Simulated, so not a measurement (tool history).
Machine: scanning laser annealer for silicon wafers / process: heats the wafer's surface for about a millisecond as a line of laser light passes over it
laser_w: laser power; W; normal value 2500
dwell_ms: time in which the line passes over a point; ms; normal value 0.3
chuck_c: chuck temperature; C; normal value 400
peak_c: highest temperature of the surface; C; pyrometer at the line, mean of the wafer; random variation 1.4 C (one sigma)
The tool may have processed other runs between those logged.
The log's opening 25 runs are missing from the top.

| run | hour | laser_w | dwell_ms | chuck_c | hours of work since the window was cleaned | hours of work since the power meter was calibrated | hours of work since the optics were aligned | peak_c |
|---|---|---|---|---|---|---|---|---|
| 26 | 649.9 | 2160 | 0.3 | 400 | 292 | 790 | 758 | 1065 |
| 27 | 682.2 | 2365 | 0.252 | 428 | 308 | 806 | 774 | 1093 |
| 28 | 698.2 | 2417 | 0.252 | 409 | 316 | 814 | 782 | 1086 |
| 29 | 726.2 | 2417 | 0.252 | 409 | 329 | 827 | 796 | 1085 |
| 30 | 755.4 | 2417 | 0.252 | 409 | 344 | 842 | 811 | 1087 |
| 31 | 773.3 | 2330 | 0.3 | 400 | 353 | 851 | 820 | 1110 |
|  | 800 | window over the wafer cleaned |
| 32 | 804.7 | 2224 | 0.3 | 401 | 2 | 865 | 834 | 1092 |
| 33 | 837.2 | 2661 | 0.377 | 401 | 18 | 881 | 850 | 1309 |
| 34 | 868.7 | 2661 | 0.377 | 401 | 34 | 897 | 866 | 1308 |
| 35 | 892.7 | 2500 | 0.377 | 400 | 46 | 909 | 878 | 1257 |
| 36 | 920.7 | 2500 | 0.377 | 400 | 60 | 923 | 892 | 1256 |
| 37 | 942.1 | 2138 | 0.22 | 371 | 70 | 933 | 902 | 944 |
| 38 | 963.9 | 2386 | 0.364 | 401 | 81 | 944 | 913 | 1206 |
| 39 | 995.2 | 2386 | 0.364 | 401 | 97 | 960 | 928 | 1205 |
| 40 | 1028.3 | 2665 | 0.26 | 392 | 113 | 976 | 945 | 1148 |
| 41 | 1048.5 | 2665 | 0.26 | 392 | 123 | 986 | 955 | 1151 |
| 42 | 1072.1 | 2500 | 0.286 | 400 | 135 | 998 | 966 | 1146 |

Below are 3 alternative next runs, each starting from the tool's condition after run 42. Predict each:
| A | 1091 | 2651 | 0.239 | 425 | 144 | 1007 | 976 | ? |
| B | 1091 | 2516 | 0.238 | 366 | 144 | 1007 | 976 | ? |
| C | 1091 | 2365 | 0.286 | 400 | 144 | 1007 | 976 | ? |

| run | peak_c |
|---|---|
| A | 1146 |
| B | 1054 |
| C | 1109 |
Stripped of hidden state, with their random variation kept, the same runs would have yielded:
| run | peak_c |
|---|---|
| A | 1156 |
| B | 1064 |
| C | 1119 |
